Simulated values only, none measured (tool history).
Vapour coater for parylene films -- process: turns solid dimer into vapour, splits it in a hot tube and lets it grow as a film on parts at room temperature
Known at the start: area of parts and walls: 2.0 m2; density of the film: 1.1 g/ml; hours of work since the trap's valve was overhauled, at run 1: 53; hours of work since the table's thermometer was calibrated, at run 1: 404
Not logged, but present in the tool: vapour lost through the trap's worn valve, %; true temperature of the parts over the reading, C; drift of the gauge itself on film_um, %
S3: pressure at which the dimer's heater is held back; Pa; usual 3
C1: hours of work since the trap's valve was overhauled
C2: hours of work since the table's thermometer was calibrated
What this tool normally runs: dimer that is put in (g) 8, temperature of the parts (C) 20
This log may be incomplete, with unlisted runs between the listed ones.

Run 1, hour 0: usual settings; C1 53; C2 404. Result: thickness of the film (µm) 2.72.
Run 2, hour 60.3: usual settings but temperature of the parts (C) 21; C1 106; C2 456. Result: thickness of the film (µm) 2.57.
Run 3, hour 122.6: usual settings; C1 160; C2 510. Result: thickness of the film (µm) 2.68.
Run 4, hour 171.2: usual settings; C1 202; C2 552. Result: thickness of the film (µm) 2.68.
Run 5, hour 224.1: usual settings but temperature of the parts (C) 14; C1 248; C2 598. Result: thickness of the film (µm) 3.4.
Run 6, hour 274.4: usual settings; C1 291; C2 641. Result: thickness of the film (µm) 2.63.
Run 7, hour 306.8: usual settings but temperature of the parts (C) 30; C1 319; C2 670. Result: thickness of the film (µm) 1.62.
Run 8, hour 338.5: usual settings but dimer that is put in (g) 6; C1 347; C2 697. Result: thickness of the film (µm) 1.92.
Run 9, hour 393.9: usual settings but dimer that is put in (g) 11, S3 6.6 Pa; C1 395; C2 745. Result: thickness of the film (µm) 3.42.
Run 10, hour 420.7: usual settings but dimer that is put in (g) 5, temperature of the parts (C) 22, S3 10.24 Pa; C1 418; C2 768. Result: thickness of the film (µm) 1.38.
Run 11, hour 458: usual settings but S3 2.13 Pa; C1 450; C2 801. Result: thickness of the film (µm) 2.56.
Run 12, hour 516: usual settings but temperature of the parts (C) 21, S3 2.98 Pa; C1 501; C2 851. Result: thickness of the film (µm) 2.36.
At hour 522.7: table's thermometer calibrated.
Run 13, hour 568.7: usual settings but temperature of the parts (C) 14, S3 5.21 Pa; C1 545; C2 40. Result: thickness of the film (µm) 3.22.
At hour 608.8: trap's valve overhauled.
Run 14, hour 608.8: usual settings but dimer that is put in (g) 7, temperature of the parts (C) 14, S3 4.81 Pa; C1 0; C2 71. Result: thickness of the film (µm) 3.12.

Run 15 is up next; what results do you expect?
Run 15, hour 644.2: usual settings but dimer that is put in (g) 10, temperature of the parts (C) 25, S3 7.02 Pa; C1 31; C2 102. Result: thickness of the film (µm) ?.

thickness of the film (µm): 2.57
Without the tool's hidden state the same run would have given thickness of the film (µm) 2.59.
